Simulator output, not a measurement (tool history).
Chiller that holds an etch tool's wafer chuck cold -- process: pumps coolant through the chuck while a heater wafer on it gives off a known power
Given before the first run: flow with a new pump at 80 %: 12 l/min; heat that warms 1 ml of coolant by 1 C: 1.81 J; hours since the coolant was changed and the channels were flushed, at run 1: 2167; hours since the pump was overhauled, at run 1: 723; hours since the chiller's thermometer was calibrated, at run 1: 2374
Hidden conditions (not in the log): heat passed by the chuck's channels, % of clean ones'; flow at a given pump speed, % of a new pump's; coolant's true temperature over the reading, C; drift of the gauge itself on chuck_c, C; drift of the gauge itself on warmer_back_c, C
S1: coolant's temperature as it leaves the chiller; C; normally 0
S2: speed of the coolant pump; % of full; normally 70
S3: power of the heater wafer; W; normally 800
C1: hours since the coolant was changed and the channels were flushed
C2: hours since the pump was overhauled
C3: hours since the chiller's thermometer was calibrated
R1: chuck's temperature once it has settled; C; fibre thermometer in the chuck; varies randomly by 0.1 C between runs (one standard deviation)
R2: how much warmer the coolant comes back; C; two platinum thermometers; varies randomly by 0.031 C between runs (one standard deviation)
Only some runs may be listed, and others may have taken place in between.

run 1 hour=0.0 | S1=0 S2=70 S3=800 | C1=2167 C2=723 C3=2374 | R1=6.4 R2=2.52
run 2 hour=74.3 | S1=0 S2=89 S3=800 | C1=2242 C2=797 C3=2448 | R1=5.3 R2=2.02
run 3 hour=150.6 | S1=0 S2=89 S3=800 | C1=2318 C2=873 C3=2524 | R1=5.2 R2=1.93
run 4 hour=285.2 | S1=0 S2=89 S3=820 | C1=2453 C2=1008 C3=2659 | R1=5.5 R2=2.06
run 5 hour=435.2 | S1=0 S2=89 S3=820 | C1=2603 C2=1158 C3=2809 | R1=5.3 R2=2.09
run 6 hour=541.3 | S1=0 S2=89 S3=820 | C1=2709 C2=1264 C3=2915 | R1=5.4 R2=2.05
run 7 hour=672.7 | S1=0 S2=89 S3=820 | C1=2840 C2=1395 C3=3047 | R1=5.6 R2=2.04
run 8 hour=802.8 | S1=0 S2=89 S3=820 | C1=2970 C2=1526 C3=3177 | R1=5.6 R2=2.07
run 9 hour=879.7 | S1=0 S2=89 S3=820 | C1=3047 C2=1602 C3=3254 | R1=5.4 R2=2.08
run 10 hour=953.4 | S1=-2 S2=70 S3=800 | C1=3121 C2=1676 C3=3327 | R1=4.5 R2=2.58
-- hour=972.2 chiller's thermometer calibrated
run 11 hour=1070.3 | S1=0 S2=70 S3=482 | C1=3237 C2=1792 C3=98 | R1=3.7 R2=1.53
run 12 hour=1178.5 | S1=6 S2=94 S3=416 | C1=3345 C2=1900 C3=206 | R1=8.5 R2=0.97
run 13 hour=1302.4 | S1=-9 S2=70 S3=1147 | C1=3469 C2=2024 C3=330 | R1=0.0 R2=3.72
run 14 hour=1444.8 | S1=-6 S2=61 S3=707 | C1=3611 C2=2167 C3=473 | R1=0.1 R2=2.65
run 15 hour=1521.0 | S1=-9 S2=95 S3=697 | C1=3688 C2=2243 C3=549 | R1=-4.8 R2=1.62
run 16 hour=1643.1 | S1=0 S2=66 S3=800 | C1=3810 C2=2365 C3=671 | R1=6.7 R2=2.79
run 17 hour=1712.6 | S1=0 S2=66 S3=800 | C1=3879 C2=2434 C3=740 | R1=6.4 R2=2.70
run 18 hour=1830.2 | S1=0 S2=70 S3=1175 | C1=3997 C2=2552 C3=858 | R1=9.6 R2=3.81
run 19 hour=1892.8 | S1=-6 S2=70 S3=1179 | C1=4059 C2=2615 C3=921 | R1=3.7 R2=3.82
run 20 hour=1982.7 | S1=-2 S2=91 S3=419 | C1=4149 C2=2704 C3=1011 | R1=0.7 R2=1.04
run 21 hour=2103.9 | S1=0 S2=99 S3=427 | C1=4270 C2=2826 C3=1132 | R1=2.6 R2=1.00
run 22 hour=2215.3 | S1=-4 S2=65 S3=572 | C1=4382 C2=2937 C3=1243 | R1=0.9 R2=1.97

What if the next run were any one of these 4? Each begins from the tool's condition after run 22:
run A hour=2323.0 | S1=8 S2=70 S3=532 | C1=4489 C2=3045 C3=1351 | R1=? R2=?
run B hour=2323.0 | S1=-3 S2=70 S3=800 | C1=4489 C2=3045 C3=1351 | R1=? R2=?
run C hour=2323.0 | S1=2 S2=87 S3=572 | C1=4489 C2=3045 C3=1351 | R1=? R2=?
run D hour=2323.0 | S1=-6 S2=83 S3=800 | C1=4489 C2=3045 C3=1351 | R1=? R2=?

run=A R1=12.4 R2=1.76
run=B R1=3.2 R2=2.61
run=C R1=6.1 R2=1.48
run=D R1=-0.5 R2=2.18
The same runs, with their run-to-run variation unchanged, on a tool lacking any hidden condition would have given:
run=A R1=12.0 R2=1.71
run=B R1=2.6 R2=2.54
run=C R1=5.7 R2=1.44
run=D R1=-1.0 R2=2.12
